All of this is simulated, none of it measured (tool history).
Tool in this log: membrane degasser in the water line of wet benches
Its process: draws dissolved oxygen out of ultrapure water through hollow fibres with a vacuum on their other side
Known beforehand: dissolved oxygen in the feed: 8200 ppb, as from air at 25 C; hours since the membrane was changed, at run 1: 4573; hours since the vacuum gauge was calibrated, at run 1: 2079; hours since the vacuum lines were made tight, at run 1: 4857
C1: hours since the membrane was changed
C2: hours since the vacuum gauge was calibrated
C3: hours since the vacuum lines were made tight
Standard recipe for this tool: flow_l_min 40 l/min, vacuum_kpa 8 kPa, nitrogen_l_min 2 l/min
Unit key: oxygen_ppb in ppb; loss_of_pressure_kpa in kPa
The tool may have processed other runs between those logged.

{"run": 1, "hour": 0.0, "flow_l_min": 40, "vacuum_kpa": 8, "nitrogen_l_min": 2, "C1": 4573, "C2": 2079, "C3": 4857, "oxygen_ppb": 236.9, "loss_of_pressure_kpa": 32.06}
{"run": 2, "hour": 127.2, "flow_l_min": 40, "vacuum_kpa": 8, "nitrogen_l_min": 2, "C1": 4701, "C2": 2206, "C3": 4984, "oxygen_ppb": 232.2, "loss_of_pressure_kpa": 32.03}
{"run": 3, "hour": 335.4, "flow_l_min": 40, "vacuum_kpa": 8, "nitrogen_l_min": 2, "C1": 4909, "C2": 2414, "C3": 5192, "oxygen_ppb": 238.2, "loss_of_pressure_kpa": 32.29}
{"run": 4, "hour": 499.9, "flow_l_min": 40, "vacuum_kpa": 8, "nitrogen_l_min": 2, "C1": 5073, "C2": 2579, "C3": 5357, "oxygen_ppb": 236.2, "loss_of_pressure_kpa": 31.72}
{"run": 5, "hour": 587.1, "flow_l_min": 25, "vacuum_kpa": 8, "nitrogen_l_min": 2, "C1": 5161, "C2": 2666, "C3": 5444, "oxygen_ppb": 145.6, "loss_of_pressure_kpa": 20.07}
{"run": 6, "hour": 759.3, "flow_l_min": 25, "vacuum_kpa": 8, "nitrogen_l_min": 2, "C1": 5333, "C2": 2838, "C3": 5616, "oxygen_ppb": 146.3, "loss_of_pressure_kpa": 20.09}
{"run": 7, "hour": 845.4, "flow_l_min": 40, "vacuum_kpa": 4.96, "nitrogen_l_min": 2, "C1": 5419, "C2": 2924, "C3": 5702, "oxygen_ppb": 107.6, "loss_of_pressure_kpa": 31.88}
{"run": 8, "hour": 1019.3, "flow_l_min": 40, "vacuum_kpa": 4.96, "nitrogen_l_min": 2, "C1": 5593, "C2": 3098, "C3": 5876, "oxygen_ppb": 107, "loss_of_pressure_kpa": 32.31}
{"run": 9, "hour": 1113.1, "flow_l_min": 39, "vacuum_kpa": 4.96, "nitrogen_l_min": 2, "C1": 5686, "C2": 3192, "C3": 5970, "oxygen_ppb": 104.7, "loss_of_pressure_kpa": 31.72}
{"run": 10, "hour": 1295.2, "flow_l_min": 40, "vacuum_kpa": 8.86, "nitrogen_l_min": 2, "C1": 5869, "C2": 3374, "C3": 6152, "oxygen_ppb": 281.2, "loss_of_pressure_kpa": 32.53}
{"run": 11, "hour": 1461.1, "flow_l_min": 40, "vacuum_kpa": 8, "nitrogen_l_min": 2, "C1": 6034, "C2": 3540, "C3": 6318, "oxygen_ppb": 238.8, "loss_of_pressure_kpa": 32.57}
{"run": 12, "hour": 1642.4, "flow_l_min": 40, "vacuum_kpa": 4.92, "nitrogen_l_min": 2, "C1": 6216, "C2": 3721, "C3": 6499, "oxygen_ppb": 105.4, "loss_of_pressure_kpa": 32.4}
{"hour": 1699.5, "done": "seals of the vacuum lines changed"}
{"run": 13, "hour": 1746.7, "flow_l_min": 40, "vacuum_kpa": 4.92, "nitrogen_l_min": 2, "C1": 6318, "C2": 3823, "C3": 47, "oxygen_ppb": 105, "loss_of_pressure_kpa": 32.53}
{"run": 14, "hour": 1855.9, "flow_l_min": 40, "vacuum_kpa": 4.92, "nitrogen_l_min": 2, "C1": 6427, "C2": 3933, "C3": 156, "oxygen_ppb": 106.3, "loss_of_pressure_kpa": 32.59}
{"run": 15, "hour": 1997.8, "flow_l_min": 40, "vacuum_kpa": 8, "nitrogen_l_min": 2, "C1": 6569, "C2": 4075, "C3": 298, "oxygen_ppb": 237.1, "loss_of_pressure_kpa": 32.46}
{"run": 16, "hour": 2113.7, "flow_l_min": 32, "vacuum_kpa": 8, "nitrogen_l_min": 2, "C1": 6685, "C2": 4191, "C3": 414, "oxygen_ppb": 192.8, "loss_of_pressure_kpa": 26}
{"run": 17, "hour": 2296.4, "flow_l_min": 25, "vacuum_kpa": 5.25, "nitrogen_l_min": 2, "C1": 6868, "C2": 4373, "C3": 597, "oxygen_ppb": 68.2, "loss_of_pressure_kpa": 20.13}
{"run": 18, "hour": 2410.8, "flow_l_min": 25, "vacuum_kpa": 5.25, "nitrogen_l_min": 2, "C1": 6982, "C2": 4488, "C3": 711, "oxygen_ppb": 66.2, "loss_of_pressure_kpa": 20.66}
{"run": 19, "hour": 2504.8, "flow_l_min": 54, "vacuum_kpa": 18.95, "nitrogen_l_min": 1.04, "C1": 7076, "C2": 4582, "C3": 805, "oxygen_ppb": 1405, "loss_of_pressure_kpa": 44.14}
{"run": 20, "hour": 2671.5, "flow_l_min": 40, "vacuum_kpa": 4.84, "nitrogen_l_min": 3.42, "C1": 7243, "C2": 4748, "C3": 972, "oxygen_ppb": 73.8, "loss_of_pressure_kpa": 32.89}
{"run": 21, "hour": 2803.3, "flow_l_min": 33, "vacuum_kpa": 8.45, "nitrogen_l_min": 0.89, "C1": 7375, "C2": 4880, "C3": 1104, "oxygen_ppb": 408.7, "loss_of_pressure_kpa": 27.06}
{"run": 22, "hour": 2931.5, "flow_l_min": 33, "vacuum_kpa": 8.45, "nitrogen_l_min": 4.07, "C1": 7503, "C2": 5008, "C3": 1232, "oxygen_ppb": 118.7, "loss_of_pressure_kpa": 27.4}
{"hour": 3094.8, "done": "vacuum gauge calibrated"}
{"run": 23, "hour": 3129.2, "flow_l_min": 33, "vacuum_kpa": 8.45, "nitrogen_l_min": 4.07, "C1": 7700, "C2": 34, "C3": 1429, "oxygen_ppb": 115.2, "loss_of_pressure_kpa": 27.31}
{"run": 24, "hour": 3339.5, "flow_l_min": 56, "vacuum_kpa": 9.64, "nitrogen_l_min": 1.01, "C1": 7910, "C2": 245, "C3": 1640, "oxygen_ppb": 675.3, "loss_of_pressure_kpa": 45.97}
{"run": 25, "hour": 3462.3, "flow_l_min": 53, "vacuum_kpa": 9.64, "nitrogen_l_min": 3.25, "C1": 8033, "C2": 367, "C3": 1762, "oxygen_ppb": 295.5, "loss_of_pressure_kpa": 43.88}
{"run": 26, "hour": 3590.4, "flow_l_min": 53, "vacuum_kpa": 9.64, "nitrogen_l_min": 3.25, "C1": 8161, "C2": 496, "C3": 1890, "oxygen_ppb": 296.8, "loss_of_pressure_kpa": 44.08}
{"run": 27, "hour": 3742.4, "flow_l_min": 30, "vacuum_kpa": 6.58, "nitrogen_l_min": 3.27, "C1": 8313, "C2": 648, "C3": 2042, "oxygen_ppb": 81.7, "loss_of_pressure_kpa": 24.66}
{"run": 28, "hour": 3875.9, "flow_l_min": 30, "vacuum_kpa": 6.58, "nitrogen_l_min": 3.27, "C1": 8447, "C2": 781, "C3": 2176, "oxygen_ppb": 82, "loss_of_pressure_kpa": 25.07}
{"run": 29, "hour": 4039.3, "flow_l_min": 40, "vacuum_kpa": 4.84, "nitrogen_l_min": 5.06, "C1": 8610, "C2": 945, "C3": 2339, "oxygen_ppb": 60.1, "loss_of_pressure_kpa": 33.42}
{"run": 30, "hour": 4223.5, "flow_l_min": 37, "vacuum_kpa": 11.03, "nitrogen_l_min": 4.59, "C1": 8794, "C2": 1129, "C3": 2523, "oxygen_ppb": 169.8, "loss_of_pressure_kpa": 30.88}
{"run": 31, "hour": 4372.5, "flow_l_min": 25, "vacuum_kpa": 11.03, "nitrogen_l_min": 2.46, "C1": 8943, "C2": 1278, "C3": 2673, "oxygen_ppb": 194.1, "loss_of_pressure_kpa": 20.63}

Describe how what the log doesn't record of the tool's condition differs between the last listed run preceding each entry between runs and the first listed run following it.
Run 12 -> run 13: seals of the vacuum lines changed (hour 1699.5)
  membrane still open, %: 94.1 -> 94; air that leaks in behind the membrane, l/min: 0.0174 -> 0.0035
  difference, measured minus the result without the unlogged condition, oxygen_ppb: +13.2 -> +13 ppb; loss_of_pressure_kpa: +1.92 -> +1.95 kPa
Run 22 -> run 23: vacuum gauge calibrated (hour 3094.8)
  membrane still open, %: 92.9 -> 92.7; true pressure behind the membrane over the reading, kPa: 0.15 -> -0.04; air that leaks in behind the membrane, l/min: 0.0059 -> 0.0063
  difference, measured minus the result without the unlogged condition, oxygen_ppb: +8.5 -> +5 ppb; loss_of_pressure_kpa: +1.94 -> +1.99 kPa

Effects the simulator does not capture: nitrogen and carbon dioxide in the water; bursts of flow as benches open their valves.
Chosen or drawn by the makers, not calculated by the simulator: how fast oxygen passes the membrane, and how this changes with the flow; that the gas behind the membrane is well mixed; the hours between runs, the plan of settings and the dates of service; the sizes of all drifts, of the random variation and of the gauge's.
